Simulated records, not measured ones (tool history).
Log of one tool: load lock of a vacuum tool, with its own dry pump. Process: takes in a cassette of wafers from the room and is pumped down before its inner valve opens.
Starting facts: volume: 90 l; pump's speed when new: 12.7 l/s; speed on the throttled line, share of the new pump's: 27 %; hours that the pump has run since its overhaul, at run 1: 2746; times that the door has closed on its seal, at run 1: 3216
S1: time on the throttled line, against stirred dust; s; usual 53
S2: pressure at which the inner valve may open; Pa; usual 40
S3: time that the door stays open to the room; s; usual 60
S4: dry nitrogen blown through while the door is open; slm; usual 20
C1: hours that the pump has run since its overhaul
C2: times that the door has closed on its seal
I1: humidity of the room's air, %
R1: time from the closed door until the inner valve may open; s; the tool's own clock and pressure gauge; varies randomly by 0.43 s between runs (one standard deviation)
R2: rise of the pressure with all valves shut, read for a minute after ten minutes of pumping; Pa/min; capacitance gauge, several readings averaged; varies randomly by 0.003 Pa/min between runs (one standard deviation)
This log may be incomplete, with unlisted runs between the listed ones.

run,hour,S1,S2,S3,S4,C1,C2,I1,R1,R2
1,0,53,40,60,20,2746,3216,42.8,95,0.043
2,106.9,53,40,66,20,2853,3416,43.2,95.6,0.044
3,207.8,53,40,66,20,2954,3605,44.6,95.2,0.044
4,387.8,53,40,66,20,3134,3943,48,94.8,0.047
5,519.1,53,40,66,20,3265,4189,44.2,95.2,0.048
6,737.8,53,40,60,20,3484,4599,44.7,95.6,0.049
7,926.2,53,40,60,20,3672,4952,42.1,95.7,0.051
8,1166.4,53,40,60,20,3912,5402,46.2,96,0.053
9,1360.9,53,40,60,20,4107,5767,46.7,96.3,0.055
10,1573.7,53,40,167,20,4320,6166,46,96.6,0.084
11,1719.9,56,40,60,20,4466,6440,44.3,97.7,0.055
12,1903.5,53,31,60,20,4649,6784,45.5,98,0.062
13,2073.2,53,31,60,20,4819,7102,44.5,98.4,0.061
14,2250.1,53,31,60,20,4996,7434,48.7,99.3,0.06
15,2463.8,53,40,60,20,5210,7834,45.1,96.7,0.067
16,2673.3,53,40,60,20,5419,8227,47,97,0.07
17,2870.2,53,40,60,20,5616,8596,46.5,96.9,0.067
18,2991.9,53,40,60,20,5738,8824,44.7,97.6,0.07
19,3208,53,40,60,20,5954,9229,45,97.8,0.075
20,3350.5,53,40,60,20,6096,9496,46,97.4,0.077
21,3569.1,53,40,46,20,6315,9906,46.9,97.6,0.072
22,3678.8,53,40,133,20,6425,10112,45.7,97.7,0.098
23,3853,51,79,184,11,6599,10438,44.8,90.9,0.123
24,4025.9,54,61,183,17,6772,10763,46.2,95.6,0.12
25,4269.6,54,61,183,17,7015,11219,45.3,96,0.124
26,4415.3,61,70,60,6,7161,11492,43.3,100.1,0.097
27,4561.7,49,40,55,20,7308,11767,46.6,95.6,0.091
28,4732.6,100,40,165,10,7478,12087,50,132.3,0.137
29,4973.1,79,35,60,20,7719,12538,44.4,117.9,0.092
30,5112.3,79,35,60,20,7858,12799,44.6,117.6,0.089
31,5325.6,34,78,100,7,8071,13199,44.3,80.8,0.12
32,5564.4,34,78,100,7,8310,13647,44.7,81.2,0.125
33,5783.6,34,42,47,7,8529,14058,45.4,85.3,0.109
34,6018,72,79,90,4,8764,14497,48.1,107.3,0.132
35,6134.1,27,39,156,30,8880,14715,44.3,82.4,0.128
36,6354.2,53,40,60,38,9100,15127,47.5,100.5,0.108

Predict each of these 3 candidate next runs independently; none follows another, all start after run 36:
A,6560.2,53,55,60,38,9306,15513,45.3,?,?
B,6560.2,27,40,42,38,9306,15513,46,?,?
C,6560.2,45,33,51,38,9306,15513,50.5,?,?

run,R1,R2
A,97,0.109
B,81.5,0.1
C,96.4,0.104
Take away the tool's hidden state, keep each run's random variation, and the runs would have read:
run,R1,R2
A,91.3,0.025
B,74.6,0.016
C,89.9,0.019
